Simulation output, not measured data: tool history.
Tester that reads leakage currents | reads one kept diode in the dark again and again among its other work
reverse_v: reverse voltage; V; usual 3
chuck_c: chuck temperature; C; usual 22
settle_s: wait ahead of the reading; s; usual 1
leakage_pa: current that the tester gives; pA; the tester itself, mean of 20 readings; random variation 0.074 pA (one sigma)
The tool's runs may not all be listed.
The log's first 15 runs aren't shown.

run	hour	reverse_v	chuck_c	settle_s	hours of work since the probe card was cleaned	hours of work since the tester was calibrated	hours of work since the chuck was calibrated	leakage_pa
16	1632.9	3	22	0.32	82	2933	1545	17.98
17	1757.1	3	22	2.13	156	3006	1619	16.76
18	1877.5	3	22	0.87	227	3078	1690	17.13
# hour 1905.5: tester calibrated
19	1992.9	3	22	0.38	295	52	1758	18.77
20	2111.6	3	32	2.21	365	122	1828	38.61
21	2195.7	7.98	33	0.73	415	172	1878	66.95
22	2268.9	17.4	22	4.38	458	216	1921	43.52
23	2387.5	17.4	22	4.38	529	286	1992	44.97
24	2464.7	11.97	29	4.41	574	332	2038	60.36
25	2553.9	11.97	29	4.41	627	385	2090	61.14
26	2696.7	11.97	29	1.82	712	469	2175	62.31
# hour 2814.6: chuck's temperature calibrated
27	2845.7	11.97	29	1.82	799	557	18	66.34
28	2910.6	8.35	27	0.89	838	595	57	49.26
29	3035.5	8.35	27	0.89	912	669	131	49.68
30	3117.1	2.43	22	4.74	960	718	179	17.92
31	3179.8	2.69	33	9.47	997	755	217	42.64
32	3277.3	2.69	33	9.47	1055	813	274	42.55
33	3353.3	2.69	33	9.47	1100	858	320	42.52
34	3478.4	3.12	22	7.39	1175	932	394	20.85
35	3619.7	6.02	25	3.15	1258	1016	478	36.99
36	3737.8	6.02	25	3.15	1328	1086	548	37.48
37	3835.2	11.29	23	0.62	1386	1144	605	50.47

Forecast each of these 5 alternatives for the next run:
A	3947.5	11.66	23	0.68	1453	1210	672	?
B	3947.5	3.59	21	1.04	1453	1210	672	?
C	3947.5	11.63	36	3.89	1453	1210	672	?
D	3947.5	11.29	23	5.46	1453	1210	672	?
E	3947.5	3	45	1	1453	1210	672	?

run	leakage_pa
A	51.85
B	22.32
C	110.21
D	48.27
E	106.42
Without the tool's hidden state the same runs would have given:
run	leakage_pa
A	37.46
B	18.05
C	97.37
D	34.35
E	104.98
